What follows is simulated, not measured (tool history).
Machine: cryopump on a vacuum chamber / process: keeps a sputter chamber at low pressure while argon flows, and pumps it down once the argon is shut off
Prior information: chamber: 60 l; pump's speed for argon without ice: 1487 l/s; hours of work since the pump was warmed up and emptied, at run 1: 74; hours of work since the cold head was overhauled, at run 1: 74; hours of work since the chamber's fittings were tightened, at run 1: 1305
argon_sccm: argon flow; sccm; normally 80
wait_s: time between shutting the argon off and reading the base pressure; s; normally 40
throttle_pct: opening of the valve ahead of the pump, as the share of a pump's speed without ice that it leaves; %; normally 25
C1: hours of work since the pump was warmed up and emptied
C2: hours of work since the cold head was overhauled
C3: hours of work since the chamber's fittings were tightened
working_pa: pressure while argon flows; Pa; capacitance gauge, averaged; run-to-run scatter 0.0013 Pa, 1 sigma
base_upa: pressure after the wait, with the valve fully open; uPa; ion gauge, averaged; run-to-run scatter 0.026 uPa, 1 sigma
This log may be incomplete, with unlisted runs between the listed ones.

{"run": 1, "hour": 0.0, "argon_sccm": 80, "wait_s": 40, "throttle_pct": 25, "C1": 74, "C2": 74, "C3": 1305, "working_pa": 0.3657, "base_upa": 2.45}
{"run": 2, "hour": 10.5, "argon_sccm": 80, "wait_s": 40, "throttle_pct": 25, "C1": 81, "C2": 81, "C3": 1311, "working_pa": 0.3642, "base_upa": 2.48}
{"run": 3, "hour": 21.9, "argon_sccm": 80, "wait_s": 23, "throttle_pct": 25, "C1": 88, "C2": 88, "C3": 1318, "working_pa": 0.3654, "base_upa": 3.19}
{"run": 4, "hour": 35.5, "argon_sccm": 78, "wait_s": 40, "throttle_pct": 25, "C1": 96, "C2": 96, "C3": 1326, "working_pa": 0.3567, "base_upa": 2.53}
{"run": 5, "hour": 42.4, "argon_sccm": 80, "wait_s": 40, "throttle_pct": 25, "C1": 100, "C2": 100, "C3": 1331, "working_pa": 0.3656, "base_upa": 2.52}
{"run": 6, "hour": 57.6, "argon_sccm": 80, "wait_s": 40, "throttle_pct": 16, "C1": 110, "C2": 110, "C3": 1340, "working_pa": 0.569, "base_upa": 2.54}
{"run": 7, "hour": 64.8, "argon_sccm": 80, "wait_s": 40, "throttle_pct": 16, "C1": 114, "C2": 114, "C3": 1345, "working_pa": 0.5712, "base_upa": 2.52}
{"run": 8, "hour": 71.4, "argon_sccm": 80, "wait_s": 40, "throttle_pct": 25, "C1": 118, "C2": 118, "C3": 1349, "working_pa": 0.3669, "base_upa": 2.51}
{"run": 9, "hour": 83.0, "argon_sccm": 80, "wait_s": 40, "throttle_pct": 25, "C1": 125, "C2": 125, "C3": 1356, "working_pa": 0.3671, "base_upa": 2.6}
{"run": 10, "hour": 98.6, "argon_sccm": 80, "wait_s": 40, "throttle_pct": 25, "C1": 135, "C2": 135, "C3": 1365, "working_pa": 0.3671, "base_upa": 2.6}
{"run": 11, "hour": 107.0, "argon_sccm": 80, "wait_s": 40, "throttle_pct": 25, "C1": 140, "C2": 140, "C3": 1370, "working_pa": 0.3667, "base_upa": 2.51}
{"run": 12, "hour": 113.6, "argon_sccm": 80, "wait_s": 40, "throttle_pct": 25, "C1": 144, "C2": 144, "C3": 1375, "working_pa": 0.3672, "base_upa": 2.6}
{"run": 13, "hour": 126.4, "argon_sccm": 80, "wait_s": 40, "throttle_pct": 25, "C1": 152, "C2": 152, "C3": 1382, "working_pa": 0.3704, "base_upa": 2.61}
{"run": 14, "hour": 133.2, "argon_sccm": 80, "wait_s": 40, "throttle_pct": 25, "C1": 156, "C2": 156, "C3": 1387, "working_pa": 0.3691, "base_upa": 2.61}
{"run": 15, "hour": 139.8, "argon_sccm": 50, "wait_s": 40, "throttle_pct": 20, "C1": 160, "C2": 160, "C3": 1391, "working_pa": 0.288, "base_upa": 2.6}
{"run": 16, "hour": 151.7, "argon_sccm": 34, "wait_s": 40, "throttle_pct": 25, "C1": 168, "C2": 168, "C3": 1398, "working_pa": 0.1562, "base_upa": 2.65}
{"run": 17, "hour": 166.8, "argon_sccm": 102, "wait_s": 162, "throttle_pct": 53, "C1": 177, "C2": 177, "C3": 1407, "working_pa": 0.224, "base_upa": 1.88}
{"run": 18, "hour": 177.3, "argon_sccm": 102, "wait_s": 162, "throttle_pct": 53, "C1": 183, "C2": 183, "C3": 1414, "working_pa": 0.2253, "base_upa": 1.94}
{"run": 19, "hour": 189.1, "argon_sccm": 50, "wait_s": 96, "throttle_pct": 47, "C1": 191, "C2": 191, "C3": 1421, "working_pa": 0.1243, "base_upa": 2.09}
{"run": 20, "hour": 203.1, "argon_sccm": 43, "wait_s": 142, "throttle_pct": 47, "C1": 199, "C2": 199, "C3": 1430, "working_pa": 0.1078, "base_upa": 1.99}
{"run": 21, "hour": 218.3, "argon_sccm": 77, "wait_s": 142, "throttle_pct": 40, "C1": 209, "C2": 209, "C3": 1439, "working_pa": 0.2229, "base_upa": 1.97}
{"run": 22, "hour": 230.9, "argon_sccm": 131, "wait_s": 40, "throttle_pct": 27, "C1": 216, "C2": 216, "C3": 1447, "working_pa": 0.5616, "base_upa": 2.7}
{"run": 23, "hour": 243.6, "argon_sccm": 67, "wait_s": 40, "throttle_pct": 31, "C1": 224, "C2": 224, "C3": 1455, "working_pa": 0.2504, "base_upa": 2.66}
{"run": 24, "hour": 254.0, "argon_sccm": 80, "wait_s": 49, "throttle_pct": 30, "C1": 231, "C2": 231, "C3": 1461, "working_pa": 0.3082, "base_upa": 2.55}
{"run": 25, "hour": 269.3, "argon_sccm": 80, "wait_s": 26, "throttle_pct": 18, "C1": 240, "C2": 240, "C3": 1470, "working_pa": 0.5107, "base_upa": 3.16}
{"run": 26, "hour": 284.2, "argon_sccm": 80, "wait_s": 125, "throttle_pct": 43, "C1": 249, "C2": 249, "C3": 1480, "working_pa": 0.2175, "base_upa": 2.12}

3 ways to go on from here, each from the tool as it stands after run 26. What would each give?
{"run": "A", "hour": 294.8, "argon_sccm": 69, "wait_s": 28, "throttle_pct": 53, "C1": 256, "C2": 256, "C3": 1486, "working_pa": "?", "base_upa": "?"}
{"run": "B", "hour": 294.8, "argon_sccm": 127, "wait_s": 42, "throttle_pct": 25, "C1": 256, "C2": 256, "C3": 1486, "working_pa": "?", "base_upa": "?"}
{"run": "C", "hour": 294.8, "argon_sccm": 92, "wait_s": 167, "throttle_pct": 23, "C1": 256, "C2": 256, "C3": 1486, "working_pa": "?", "base_upa": "?"}

run=A working_pa=0.1529 base_upa=3.16
run=B working_pa=0.5854 base_upa=2.67
run=C working_pa=0.4593 base_upa=2.03
With no hidden state in the tool, these same runs would have given:
run=A working_pa=0.1481 base_upa=1.55
run=B working_pa=0.5768 base_upa=1.08
run=C working_pa=0.4531 base_upa=0.44
